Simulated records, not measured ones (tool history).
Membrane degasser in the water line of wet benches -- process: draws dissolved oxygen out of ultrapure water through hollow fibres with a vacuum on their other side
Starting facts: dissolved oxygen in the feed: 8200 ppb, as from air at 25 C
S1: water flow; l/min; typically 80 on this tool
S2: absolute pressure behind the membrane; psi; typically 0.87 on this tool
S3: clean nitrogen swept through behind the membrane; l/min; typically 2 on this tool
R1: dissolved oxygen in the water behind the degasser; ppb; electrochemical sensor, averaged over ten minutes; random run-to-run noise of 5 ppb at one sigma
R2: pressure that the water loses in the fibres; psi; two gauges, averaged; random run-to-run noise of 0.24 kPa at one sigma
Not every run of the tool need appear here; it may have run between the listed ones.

run    hour   S1     S2    S3     R1      R2
  1       0   80   0.87     2  602.2   9.806
  2   135.5   80  0.728     2    529   9.767
  3   346.8   80  0.728     2    536   9.851
  4     588   80  0.728     2  532.4   9.789
  5     803  117   0.87     2  985.8  14.336
  6     932  117   0.87     2  961.6  14.363
  7    1085  117   0.87     2  968.4  14.354
  8  1221.1   80   0.87     2    603   9.865
  9  1356.6   80   0.87     2  604.8    9.79
     1413.2  -- vacuum gauge calibrated
 10  1479.1   80   0.87     2  634.8   9.877
 11  1644.7   80   0.87     2  635.6   9.892
 12  1814.4   80  0.909  5.88    479    9.88
 13  1962.8   80  0.893  3.54  549.2   9.966
 14  2187.7   80  0.893  3.54  539.8   9.887
 15  2425.6   80  0.893  3.54  547.1   9.935
 16  2579.2   80  0.893  3.54  546.5  10.037
 17  2800.7   74   0.87   2.8  522.5   9.223
     2884.4  -- vacuum gauge calibrated, once more
 18  2958.9   74   0.87  1.67  551.9   9.269
 19  3173.8   74   0.87  1.67  540.1   9.221

Branching from run 19: 3 alternative next runs. What would each branch give?
  A  3326.4   76  1.155     2   ?   ?
  B  3326.4  110   0.87  2.52   ?   ?
  C  3326.4   80  0.701     2   ?   ?

run     R1      R2
  A    675   9.523
  B  834.4  13.793
  C  505.6  10.048
Without the tool's unlogged condition, the same runs would have read:
run     R1      R2
  A  597.2    8.77
  B  714.9  12.702
  C  417.8   9.255

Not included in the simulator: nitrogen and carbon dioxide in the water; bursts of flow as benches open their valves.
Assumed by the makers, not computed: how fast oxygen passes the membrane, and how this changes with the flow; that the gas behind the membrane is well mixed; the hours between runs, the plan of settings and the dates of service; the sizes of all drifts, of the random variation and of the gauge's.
